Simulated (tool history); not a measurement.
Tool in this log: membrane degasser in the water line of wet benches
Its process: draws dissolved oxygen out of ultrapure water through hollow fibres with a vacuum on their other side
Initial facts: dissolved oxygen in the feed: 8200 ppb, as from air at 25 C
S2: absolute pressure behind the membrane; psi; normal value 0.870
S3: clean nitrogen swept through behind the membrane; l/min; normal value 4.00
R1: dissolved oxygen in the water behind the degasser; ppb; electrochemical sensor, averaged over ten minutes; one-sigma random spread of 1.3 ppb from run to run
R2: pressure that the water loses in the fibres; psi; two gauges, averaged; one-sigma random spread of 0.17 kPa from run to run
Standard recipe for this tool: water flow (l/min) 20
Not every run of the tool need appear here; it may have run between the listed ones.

{"run": 1, "hour": 0.0, "water flow (l/min)": 20, "S2": 0.87, "S3": 4.0, "R1": 130.7, "R2": 4.274}
{"run": 2, "hour": 89.1, "water flow (l/min)": 20, "S2": 0.87, "S3": 4.0, "R1": 131.9, "R2": 4.28}
{"run": 3, "hour": 190.3, "water flow (l/min)": 20, "S2": 1.542, "S3": 4.0, "R1": 185.6, "R2": 4.241}
{"run": 4, "hour": 240.3, "water flow (l/min)": 20, "S2": 1.542, "S3": 4.0, "R1": 185.0, "R2": 4.303}
{"run": 5, "hour": 306.8, "water flow (l/min)": 20, "S2": 1.542, "S3": 4.0, "R1": 186.0, "R2": 4.248}
{"run": 6, "hour": 407.1, "water flow (l/min)": 16, "S2": 0.87, "S3": 4.0, "R1": 78.1, "R2": 3.416}
{"run": 7, "hour": 492.8, "water flow (l/min)": 20, "S2": 1.062, "S3": 4.0, "R1": 147.4, "R2": 4.264}
{"run": 8, "hour": 589.2, "water flow (l/min)": 17, "S2": 1.062, "S3": 4.0, "R1": 102.7, "R2": 3.646}
{"run": 9, "hour": 690.5, "water flow (l/min)": 17, "S2": 1.062, "S3": 4.0, "R1": 103.8, "R2": 3.629}
{"run": 10, "hour": 767.1, "water flow (l/min)": 17, "S2": 1.062, "S3": 4.0, "R1": 102.0, "R2": 3.627}
{"run": 11, "hour": 851.0, "water flow (l/min)": 20, "S2": 0.87, "S3": 4.0, "R1": 132.6, "R2": 4.266}
{"run": 12, "hour": 905.4, "water flow (l/min)": 29, "S2": 0.87, "S3": 4.0, "R1": 295.0, "R2": 6.219}
{"run": 13, "hour": 985.2, "water flow (l/min)": 20, "S2": 0.87, "S3": 4.0, "R1": 130.1, "R2": 4.253}
{"run": 14, "hour": 1057.4, "water flow (l/min)": 20, "S2": 0.87, "S3": 4.0, "R1": 129.4, "R2": 4.263}
{"run": 15, "hour": 1132.0, "water flow (l/min)": 20, "S2": 0.87, "S3": 4.0, "R1": 131.2, "R2": 4.264}
{"run": 16, "hour": 1205.4, "water flow (l/min)": 20, "S2": 0.87, "S3": 4.0, "R1": 132.4, "R2": 4.287}
{"run": 17, "hour": 1289.5, "water flow (l/min)": 20, "S2": 1.289, "S3": 8.71, "R1": 130.3, "R2": 4.27}
{"run": 18, "hour": 1359.7, "water flow (l/min)": 17, "S2": 0.87, "S3": 3.88, "R1": 90.2, "R2": 3.703}
{"run": 19, "hour": 1429.0, "water flow (l/min)": 17, "S2": 0.87, "S3": 3.88, "R1": 89.2, "R2": 3.627}
{"run": 20, "hour": 1521.2, "water flow (l/min)": 20, "S2": 0.564, "S3": 6.68, "R1": 103.3, "R2": 4.283}
{"run": 21, "hour": 1572.0, "water flow (l/min)": 20, "S2": 0.564, "S3": 6.68, "R1": 103.3, "R2": 4.26}
{"run": 22, "hour": 1651.5, "water flow (l/min)": 24, "S2": 0.564, "S3": 8.3, "R1": 165.6, "R2": 5.111}
{"run": 23, "hour": 1716.7, "water flow (l/min)": 24, "S2": 1.201, "S3": 2.97, "R1": 252.3, "R2": 5.11}
{"run": 24, "hour": 1758.2, "water flow (l/min)": 20, "S2": 0.744, "S3": 2.76, "R1": 129.8, "R2": 4.28}
{"run": 25, "hour": 1829.8, "water flow (l/min)": 20, "S2": 0.744, "S3": 2.76, "R1": 131.1, "R2": 4.292}
{"run": 26, "hour": 1874.5, "water flow (l/min)": 14, "S2": 0.744, "S3": 3.66, "R1": 48.8, "R2": 3.005}

Between the runs listed above, the log contained 2 entries, not reproduced here. Where in the sequence does each belong, and how does what the log doesn't record of the tool's condition differ from the listed run before to the listed run after?
Between runs 11 and 12: seals of the vacuum lines changed (hour 868.7)
  air that leaks in behind the membrane, l/min: 0.0021 -> 0.002
Between runs 20 and 21: vacuum gauge calibrated (hour 1534.3)
  no difference in the tool's unlogged condition between these two runs

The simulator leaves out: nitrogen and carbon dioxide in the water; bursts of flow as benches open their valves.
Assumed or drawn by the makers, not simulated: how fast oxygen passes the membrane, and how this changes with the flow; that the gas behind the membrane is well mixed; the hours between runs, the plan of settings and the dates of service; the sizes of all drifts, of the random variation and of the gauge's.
